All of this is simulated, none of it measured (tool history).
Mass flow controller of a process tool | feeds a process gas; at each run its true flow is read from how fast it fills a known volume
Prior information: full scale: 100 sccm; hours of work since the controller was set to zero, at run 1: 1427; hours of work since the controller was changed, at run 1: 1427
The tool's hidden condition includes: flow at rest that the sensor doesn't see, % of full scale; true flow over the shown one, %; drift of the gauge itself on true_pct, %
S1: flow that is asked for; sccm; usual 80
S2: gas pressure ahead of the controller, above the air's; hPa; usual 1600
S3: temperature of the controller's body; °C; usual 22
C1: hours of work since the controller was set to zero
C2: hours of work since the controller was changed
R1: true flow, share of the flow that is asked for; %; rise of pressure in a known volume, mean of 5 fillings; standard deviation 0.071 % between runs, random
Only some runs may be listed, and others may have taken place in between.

run	hour	S1	S2	S3	C1	C2	R1
1	0.0	80	1600	22	1427	1427	99.71
2	74.3	80	1600	22	1479	1479	99.51
3	135.0	20	1600	22	1521	1521	97.50
4	200.2	80	1600	21	1566	1566	99.27
5	251.2	80	1600	21	1601	1601	99.18
6	312.6	80	2460	22	1643	1643	98.78
7	365.8	63	2460	22	1680	1680	98.04
8	431.9	63	2460	22	1725	1725	97.82
9	509.8	63	2460	32	1779	1779	97.12
10	559.2	63	2460	32	1813	1813	96.85
11	609.9	80	1600	39	1848	1848	96.89
12	707.9	80	1600	39	1916	1916	96.64
13	807.6	80	1600	39	1984	1984	96.34
14	879.4	80	1600	22	2034	2034	97.64
15	943.7	17	1600	22	2078	2078	95.54
16	995.2	17	1600	22	2114	2114	95.49
# hour 1051.2: gauge calibrated
17	1059.3	17	2090	25	2158	2158	97.50
18	1106.8	17	2090	25	2191	2191	97.39
19	1208.8	11	2260	25	2261	2261	96.89
20	1286.0	76	1910	25	2314	2314	98.81
21	1329.5	53	1600	22	2344	2344	98.26
22	1407.5	12	1600	22	2398	2398	96.70
23	1485.7	80	2150	35	2452	2452	97.59
24	1529.7	80	2150	35	2482	2482	97.35
25	1627.8	80	1520	22	2550	2550	98.25
26	1699.8	15	1520	22	2600	2600	96.11
27	1745.5	72	2150	22	2631	2631	97.70
28	1836.3	20	1730	22	2694	2694	95.99
29	1907.3	80	1540	29	2743	2743	97.19
30	1952.4	80	1810	36	2774	2774	96.36

5 ways to go on from here, each from the tool as it stands after run 30. What would each give?
A	2049.3	11	1910	22	2841	2841	?
B	2049.3	30	1600	25	2841	2841	?
C	2049.3	15	1600	22	2841	2841	?
D	2049.3	13	1860	21	2841	2841	?
E	2049.3	10	2390	30	2841	2841	?

run	R1
A	95.10
B	95.48
C	95.36
D	95.36
E	94.25
The same runs, with their run-to-run variation unchanged, on a tool lacking any hidden condition would have given:
run	R1
A	97.49
B	97.88
C	97.76
D	97.76
E	96.61

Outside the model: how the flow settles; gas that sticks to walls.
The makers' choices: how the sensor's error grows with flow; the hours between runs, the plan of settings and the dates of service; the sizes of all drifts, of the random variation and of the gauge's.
